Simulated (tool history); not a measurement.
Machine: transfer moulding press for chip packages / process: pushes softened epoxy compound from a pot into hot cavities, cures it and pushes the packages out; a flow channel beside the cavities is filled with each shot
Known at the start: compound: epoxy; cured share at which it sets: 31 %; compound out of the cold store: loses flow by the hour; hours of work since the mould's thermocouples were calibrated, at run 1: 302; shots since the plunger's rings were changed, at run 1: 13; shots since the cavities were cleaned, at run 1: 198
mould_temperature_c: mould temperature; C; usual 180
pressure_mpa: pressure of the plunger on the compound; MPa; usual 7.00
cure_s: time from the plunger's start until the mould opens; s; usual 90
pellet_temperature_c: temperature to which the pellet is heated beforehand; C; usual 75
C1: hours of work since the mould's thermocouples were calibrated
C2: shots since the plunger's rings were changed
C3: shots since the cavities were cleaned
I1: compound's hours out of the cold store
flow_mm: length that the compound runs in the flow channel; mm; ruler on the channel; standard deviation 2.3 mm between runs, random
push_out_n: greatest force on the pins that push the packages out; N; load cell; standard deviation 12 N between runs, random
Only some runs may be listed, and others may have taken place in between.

run 1 day=0.000 | mould_temperature_c=180 pressure_mpa=7.00 cure_s=90 pellet_temperature_c=75 | C1=302 C2=13 C3=198 | I1=14.5 | flow_mm=710 push_out_n=543
run 2 day=0.312 | mould_temperature_c=176 pressure_mpa=7.00 cure_s=90 pellet_temperature_c=75 | C1=307 C2=117 C3=302 | I1=12.6 | flow_mm=731 push_out_n=789
run 3 day=0.925 | mould_temperature_c=176 pressure_mpa=7.00 cure_s=90 pellet_temperature_c=75 | C1=318 C2=322 C3=507 | I1=24.2 | flow_mm=694 push_out_n=754
run 4 day=1.229 | mould_temperature_c=174 pressure_mpa=7.00 cure_s=90 pellet_temperature_c=75 | C1=324 C2=425 C3=610 | I1=28.4 | flow_mm=693 push_out_n=828
-- day=1.683 cavities cleaned with cleaning compound and waxed
run 5 day=1.683 | mould_temperature_c=174 pressure_mpa=7.00 cure_s=90 pellet_temperature_c=75 | C1=331 C2=555 C3=0 | I1=40.9 | flow_mm=658 push_out_n=807
run 6 day=1.954 | mould_temperature_c=174 pressure_mpa=7.00 cure_s=90 pellet_temperature_c=75 | C1=335 C2=645 C3=90 | I1=20.5 | flow_mm=717 push_out_n=875
run 7 day=2.446 | mould_temperature_c=180 pressure_mpa=7.00 cure_s=90 pellet_temperature_c=75 | C1=344 C2=810 C3=255 | I1=10.1 | flow_mm=728 push_out_n=576
run 8 day=2.700 | mould_temperature_c=180 pressure_mpa=7.00 cure_s=90 pellet_temperature_c=75 | C1=349 C2=896 C3=341 | I1=30.3 | flow_mm=665 push_out_n=515
run 9 day=3.275 | mould_temperature_c=180 pressure_mpa=7.80 cure_s=90 pellet_temperature_c=81 | C1=359 C2=1087 C3=532 | I1=31.3 | flow_mm=698 push_out_n=506
run 10 day=3.638 | mould_temperature_c=180 pressure_mpa=7.80 cure_s=90 pellet_temperature_c=81 | C1=366 C2=1210 C3=655 | I1=45.7 | flow_mm=662 push_out_n=514
-- day=3.958 cavities cleaned with cleaning compound and waxed
run 11 day=4.108 | mould_temperature_c=180 pressure_mpa=7.00 cure_s=90 pellet_temperature_c=70 | C1=373 C2=1346 C3=51 | I1=34.6 | flow_mm=657 push_out_n=535
run 12 day=4.550 | mould_temperature_c=180 pressure_mpa=6.91 cure_s=75 pellet_temperature_c=75 | C1=381 C2=1494 C3=199 | I1=17.4 | flow_mm=699 push_out_n=925
run 13 day=5.100 | mould_temperature_c=180 pressure_mpa=6.91 cure_s=75 pellet_temperature_c=75 | C1=391 C2=1678 C3=383 | I1=13.2 | flow_mm=708 push_out_n=949
run 14 day=5.692 | mould_temperature_c=180 pressure_mpa=5.82 cure_s=90 pellet_temperature_c=75 | C1=401 C2=1877 C3=582 | I1=23.4 | flow_mm=626 push_out_n=529
run 15 day=5.992 | mould_temperature_c=180 pressure_mpa=5.82 cure_s=90 pellet_temperature_c=75 | C1=407 C2=1977 C3=682 | I1=8.9 | flow_mm=667 push_out_n=563
-- day=6.267 cavities cleaned with cleaning compound and waxed
run 16 day=6.521 | mould_temperature_c=175 pressure_mpa=7.00 cure_s=79 pellet_temperature_c=74 | C1=415 C2=2133 C3=85 | I1=9.9 | flow_mm=741 push_out_n=1112

Below are 3 alternative next runs, each starting from the tool's condition after run 16. Predict each:
run A day=6.821 | mould_temperature_c=175 pressure_mpa=7.00 cure_s=116 pellet_temperature_c=74 | C1=421 C2=2233 C3=185 | I1=15.9 | flow_mm=? push_out_n=?
run B day=6.821 | mould_temperature_c=187 pressure_mpa=7.00 cure_s=90 pellet_temperature_c=75 | C1=421 C2=2233 C3=185 | I1=40.5 | flow_mm=? push_out_n=?
run C day=6.821 | mould_temperature_c=181 pressure_mpa=8.21 cure_s=90 pellet_temperature_c=75 | C1=421 C2=2233 C3=185 | I1=23.1 | flow_mm=? push_out_n=?

run=A flow_mm=721 push_out_n=435
run=B flow_mm=619 push_out_n=342
run=C flow_mm=736 push_out_n=507
Without the tool's unlogged condition, the same runs would have read:
run=A flow_mm=722 push_out_n=434
run=B flow_mm=619 push_out_n=341
run=C flow_mm=736 push_out_n=506
